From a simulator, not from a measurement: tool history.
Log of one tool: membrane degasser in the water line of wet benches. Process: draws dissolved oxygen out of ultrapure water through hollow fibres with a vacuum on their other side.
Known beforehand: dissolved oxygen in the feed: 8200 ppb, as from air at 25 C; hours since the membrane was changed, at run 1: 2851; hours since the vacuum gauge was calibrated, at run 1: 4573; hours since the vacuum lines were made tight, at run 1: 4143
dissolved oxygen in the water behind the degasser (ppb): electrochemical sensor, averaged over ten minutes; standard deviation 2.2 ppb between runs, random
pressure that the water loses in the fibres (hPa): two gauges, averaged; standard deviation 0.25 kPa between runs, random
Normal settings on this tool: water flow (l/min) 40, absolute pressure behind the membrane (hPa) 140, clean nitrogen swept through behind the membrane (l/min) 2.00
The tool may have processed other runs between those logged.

| run | hour | water flow (l/min) | absolute pressure behind the membrane (hPa) | clean nitrogen swept through behind the membrane (l/min) | hours since the membrane was changed | hours since the vacuum gauge was calibrated | hours since the vacuum lines were made tight | dissolved oxygen in the water behind the degasser (ppb) | pressure that the water loses in the fibres (hPa) |
|---|---|---|---|---|---|---|---|---|---|
| 1 | 0.0 | 40 | 140 | 2.00 | 2851 | 4573 | 4143 | 477.3 | 682.1 |
| 2 | 103.2 | 57 | 140 | 2.00 | 2955 | 4676 | 4246 | 680.1 | 973.6 |
| 3 | 201.4 | 57 | 140 | 2.00 | 3053 | 4775 | 4344 | 675.0 | 971.5 |
| 4 | 334.5 | 57 | 140 | 2.00 | 3186 | 4908 | 4477 | 674.2 | 974.0 |
| 5 | 417.3 | 57 | 140 | 2.00 | 3269 | 4991 | 4560 | 674.8 | 972.4 |
| 6 | 516.9 | 57 | 140 | 2.00 | 3368 | 5090 | 4660 | 672.3 | 970.1 |
| 7 | 635.6 | 40 | 140 | 2.00 | 3487 | 5209 | 4778 | 472.0 | 679.1 |
| 8 | 761.8 | 40 | 140 | 2.00 | 3613 | 5335 | 4905 | 470.8 | 678.5 |
| 9 | 881.6 | 40 | 140 | 2.00 | 3733 | 5455 | 5024 | 471.8 | 682.6 |
| 10 | 962.0 | 40 | 140 | 2.00 | 3813 | 5535 | 5105 | 475.4 | 682.6 |
| 11 | 1027.8 | 40 | 140 | 2.00 | 3879 | 5601 | 5171 | 473.0 | 678.0 |
| 12 | 1133.1 | 40 | 140 | 2.00 | 3984 | 5706 | 5276 | 470.1 | 680.4 |
| 13 | 1273.5 | 40 | 140 | 2.00 | 4125 | 5847 | 5416 | 470.7 | 682.8 |
| 14 | 1412.9 | 40 | 140 | 2.00 | 4264 | 5986 | 5556 | 472.7 | 680.8 |
| 15 | 1499.8 | 40 | 140 | 2.00 | 4351 | 6073 | 5642 | 469.2 | 682.7 |
| 16 | 1589.8 | 40 | 140 | 2.00 | 4441 | 6163 | 5733 | 469.7 | 681.7 |
| 17 | 1655.5 | 40 | 140 | 2.00 | 4507 | 6229 | 5798 | 470.7 | 679.9 |
| 18 | 1778.3 | 58 | 281 | 4.23 | 4630 | 6352 | 5921 | 782.5 | 988.3 |
| 19 | 1911.2 | 40 | 145 | 0.93 | 4763 | 6484 | 6054 | 874.3 | 680.9 |
| 20 | 2016.3 | 34 | 220 | 1.27 | 4868 | 6590 | 6159 | 962.2 | 582.0 |
| 21 | 2174.7 | 34 | 220 | 0.82 | 5026 | 6748 | 6317 | 1334.1 | 582.1 |
| 22 | 2270.9 | 40 | 90 | 1.93 | 5122 | 6844 | 6414 | 272.7 | 674.5 |
| 23 | 2382.4 | 40 | 90 | 1.93 | 5234 | 6956 | 6525 | 277.1 | 679.1 |
| 24 | 2490.3 | 26 | 224 | 2.02 | 5342 | 7064 | 6633 | 532.7 | 441.6 |
| 25 | 2619.7 | 26 | 224 | 2.02 | 5471 | 7193 | 6762 | 534.9 | 439.4 |
| 26 | 2690.0 | 52 | 224 | 2.68 | 5541 | 7263 | 6833 | 795.0 | 879.9 |
| 27 | 2812.9 | 34 | 140 | 1.92 | 5664 | 7386 | 6956 | 418.4 | 579.8 |
| 28 | 2961.7 | 34 | 140 | 1.92 | 5813 | 7535 | 7104 | 410.5 | 577.6 |
|  | 3075.6 | vacuum gauge calibrated |
| 29 | 3100.5 | 34 | 140 | 2.00 | 5951 | 25 | 7243 | 399.0 | 576.4 |
| 30 | 3219.9 | 40 | 140 | 3.44 | 6071 | 144 | 7362 | 296.4 | 679.6 |
| 31 | 3301.0 | 40 | 140 | 3.44 | 6152 | 225 | 7443 | 297.0 | 682.6 |

Alternative continuations, all from the tool just after run 31; predict every row:
| A | 3369.2 | 40 | 181 | 0.81 | 6220 | 294 | 7511 | ? | ? |
| B | 3369.2 | 29 | 140 | 2.71 | 6220 | 294 | 7511 | ? | ? |
| C | 3369.2 | 40 | 118 | 1.19 | 6220 | 294 | 7511 | ? | ? |
| D | 3369.2 | 31 | 330 | 1.70 | 6220 | 294 | 7511 | ? | ? |
| E | 3369.2 | 34 | 160 | 1.65 | 6220 | 294 | 7511 | ? | ? |

| run | dissolved oxygen in the water behind the degasser (ppb) | pressure that the water loses in the fibres (hPa) |
|---|---|---|
| A | 1228.6 | 682.1 |
| B | 262.2 | 493.8 |
| C | 572.3 | 684.2 |
| D | 1053.5 | 527.6 |
| E | 546.6 | 572.2 |
What these runs would have given with no unlogged condition in the tool:
| run | dissolved oxygen in the water behind the degasser (ppb) | pressure that the water loses in the fibres (hPa) |
|---|---|---|
| A | 1256.7 | 681.6 |
| B | 268.1 | 493.4 |
| C | 585.2 | 683.6 |
| D | 1077.1 | 527.2 |
| E | 558.9 | 571.8 |
